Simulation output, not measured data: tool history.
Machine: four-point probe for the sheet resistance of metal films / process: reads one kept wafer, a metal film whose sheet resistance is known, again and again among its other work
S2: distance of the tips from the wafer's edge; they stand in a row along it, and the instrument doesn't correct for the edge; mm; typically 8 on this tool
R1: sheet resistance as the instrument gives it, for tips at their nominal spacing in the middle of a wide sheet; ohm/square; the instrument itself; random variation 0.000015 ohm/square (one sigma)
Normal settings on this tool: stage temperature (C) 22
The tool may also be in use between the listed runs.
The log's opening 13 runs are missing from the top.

{"run": 14, "hour": 202.9, "stage temperature (C)": 19, "S2": 8, "R1": 0.076471}
{"run": 15, "hour": 224.1, "stage temperature (C)": 19, "S2": 8, "R1": 0.076435}
{"run": 16, "hour": 238.7, "stage temperature (C)": 19, "S2": 8, "R1": 0.076463}
{"run": 17, "hour": 258.6, "stage temperature (C)": 22, "S2": 7, "R1": 0.076343}
{"run": 18, "hour": 278.4, "stage temperature (C)": 22, "S2": 7, "R1": 0.076342}
{"run": 19, "hour": 299.6, "stage temperature (C)": 18, "S2": 7, "R1": 0.076523}
{"run": 20, "hour": 309.6, "stage temperature (C)": 27, "S2": 15, "R1": 0.07587}
{"run": 21, "hour": 331.4, "stage temperature (C)": 26, "S2": 38, "R1": 0.075945}
{"run": 22, "hour": 349.7, "stage temperature (C)": 26, "S2": 10, "R1": 0.075987}
{"run": 23, "hour": 362.2, "stage temperature (C)": 19, "S2": 15, "R1": 0.076306}
{"run": 24, "hour": 377.2, "stage temperature (C)": 25, "S2": 4, "R1": 0.076624}
{"run": 25, "hour": 390.2, "stage temperature (C)": 18, "S2": 8, "R1": 0.076454}
{"run": 26, "hour": 406.6, "stage temperature (C)": 20, "S2": 15, "R1": 0.076254}
{"hour": 408.5, "done": "stage's thermometer calibrated"}
{"run": 27, "hour": 422.7, "stage temperature (C)": 20, "S2": 15, "R1": 0.076225}
{"run": 28, "hour": 441.2, "stage temperature (C)": 28, "S2": 31, "R1": 0.075791}
{"hour": 450.7, "done": "stage's thermometer calibrated, once more"}
{"run": 29, "hour": 453.4, "stage temperature (C)": 28, "S2": 31, "R1": 0.075909}
{"run": 30, "hour": 470.9, "stage temperature (C)": 26, "S2": 27, "R1": 0.076004}
{"run": 31, "hour": 485.1, "stage temperature (C)": 19, "S2": 8, "R1": 0.076514}
{"run": 32, "hour": 505.9, "stage temperature (C)": 21, "S2": 15, "R1": 0.076249}
{"run": 33, "hour": 523.0, "stage temperature (C)": 21, "S2": 15, "R1": 0.076293}
{"run": 34, "hour": 535.8, "stage temperature (C)": 31, "S2": 36, "R1": 0.075765}
{"run": 35, "hour": 550.8, "stage temperature (C)": 33, "S2": 24, "R1": 0.07566}
{"run": 36, "hour": 567.1, "stage temperature (C)": 25, "S2": 4, "R1": 0.076671}
{"run": 37, "hour": 581.4, "stage temperature (C)": 33, "S2": 5, "R1": 0.076053}

Consider 4 possible next runs. They are alternatives, not a sequence: every one starts from the tool as it was left by run 37. What does each give?
{"run": "A", "hour": 593.6, "stage temperature (C)": 21, "S2": 5, "R1": "?"}
{"run": "B", "hour": 593.6, "stage temperature (C)": 34, "S2": 5, "R1": "?"}
{"run": "C", "hour": 593.6, "stage temperature (C)": 32, "S2": 18, "R1": "?"}
{"run": "D", "hour": 593.6, "stage temperature (C)": 24, "S2": 10, "R1": "?"}

run=A R1=0.07661
run=B R1=0.076019
run=C R1=0.075701
run=D R1=0.076182
The same runs, with their run-to-run variation unchanged, on a tool lacking any hidden condition would have given:
run=A R1=0.076687
run=B R1=0.076095
run=C R1=0.075777
run=D R1=0.076259

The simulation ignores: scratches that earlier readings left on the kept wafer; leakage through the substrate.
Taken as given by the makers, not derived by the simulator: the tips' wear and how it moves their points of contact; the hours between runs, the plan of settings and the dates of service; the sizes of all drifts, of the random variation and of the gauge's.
